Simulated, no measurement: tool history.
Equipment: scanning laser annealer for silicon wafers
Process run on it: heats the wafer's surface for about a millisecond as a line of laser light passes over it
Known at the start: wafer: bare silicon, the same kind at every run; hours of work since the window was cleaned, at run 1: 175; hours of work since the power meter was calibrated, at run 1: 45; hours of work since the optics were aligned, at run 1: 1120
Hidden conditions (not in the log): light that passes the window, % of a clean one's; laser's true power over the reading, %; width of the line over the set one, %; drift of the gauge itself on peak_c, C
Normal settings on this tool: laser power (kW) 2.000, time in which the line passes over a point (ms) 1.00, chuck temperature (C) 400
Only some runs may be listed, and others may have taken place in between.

run   hour  laser power (kW)  time in which the line passes over a point (ms)  chuck temperature (C)  hours of work since the window was cleaned  hours of work since the power meter was calibrated  hours of work since the optics were aligned  highest temperature of the surface (C)
  1    0.0             2.000                                             1.00                    400                                         175                                                  45                                         1120                                    1242
  2    6.7             2.000                                             1.00                    400                                         179                                                  49                                         1125                                    1242
  3   19.8             2.000                                             1.00                    400                                         188                                                  58                                         1133                                    1240
  4   34.3             2.000                                             1.00                    400                                         197                                                  67                                         1142                                    1242
  5   48.2             2.000                                             1.00                    400                                         206                                                  76                                         1151                                    1246
  6   60.9             2.000                                             1.00                    400                                         214                                                  84                                         1159                                    1243
  7   73.8             2.000                                             0.82                    400                                         222                                                  92                                         1168                                    1168
  8   80.1             2.000                                             0.77                    400                                         226                                                  96                                         1172                                    1147
  9   89.1             2.000                                             0.77                    400                                         232                                                 102                                         1177                                    1148
 10   99.3             1.844                                             1.00                    400                                         238                                                 108                                         1184                                    1165
 11  111.2             1.844                                             1.00                    400                                         246                                                 116                                         1191                                    1166
 12  119.4             1.844                                             1.00                    400                                         251                                                 121                                         1197                                    1168
 13  127.8             1.844                                             1.00                    400                                         257                                                 127                                         1202                                    1163
 14  137.3             1.844                                             1.00                    400                                         263                                                 133                                         1208                                    1164
 15  146.4             1.700                                             0.86                    427                                         268                                                 138                                         1214                                    1073
 16  155.7             1.836                                             0.84                    378                                         274                                                 144                                         1220                                    1080
 17  168.3             1.836                                             0.84                    378                                         282                                                 152                                         1228                                    1080
 18  182.3             2.000                                             1.01                    381                                         291                                                 161                                         1237                                    1226
 19  189.0             1.987                                             0.73                    381                                         296                                                 166                                         1241                                    1105
 20  202.9             1.792                                             1.21                    431                                         304                                                 175                                         1250                                    1240
 21  208.9             2.000                                             1.06                    365                                         308                                                 178                                         1254                                    1229
 22  219.7             1.815                                             0.72                    425                                         315                                                 185                                         1261                                    1070
 23  226.1             1.855                                             0.78                    400                                         319                                                 189                                         1265                                    1084
 24  236.7             1.773                                             1.00                    400                                         326                                                 196                                         1272                                    1129
 25  242.6             2.000                                             1.00                    365                                         330                                                 200                                         1275                                    1207
 26  251.5             2.000                                             1.17                    381                                         336                                                 206                                         1281                                    1282
 27  263.3             2.000                                             1.17                    381                                         343                                                 213                                         1289                                    1286
 28  276.9             1.882                                             1.18                    367                                         352                                                 222                                         1297                                    1211

Below are 4 alternative next runs, each starting from the tool's condition after run 28. Predict each:
  A  289.1             2.000                                             1.00                    389                                         360                                                 230                                         1305                                       ?
  B  289.1             1.808                                             1.18                    367                                         360                                                 230                                         1305                                       ?
  C  289.1             2.000                                             1.00                    374                                         360                                                 230                                         1305                                       ?
  D  289.1             1.706                                             0.76                    386                                         360                                                 230                                         1305                                       ?

run  highest temperature of the surface (C)
  A                                    1231
  B                                    1174
  C                                    1217
  D                                    1001
The same runs, with their run-to-run variation unchanged, on a tool lacking any hidden condition would have given:
run  highest temperature of the surface (C)
  A                                    1232
  B                                    1175
  C                                    1218
  D                                    1002
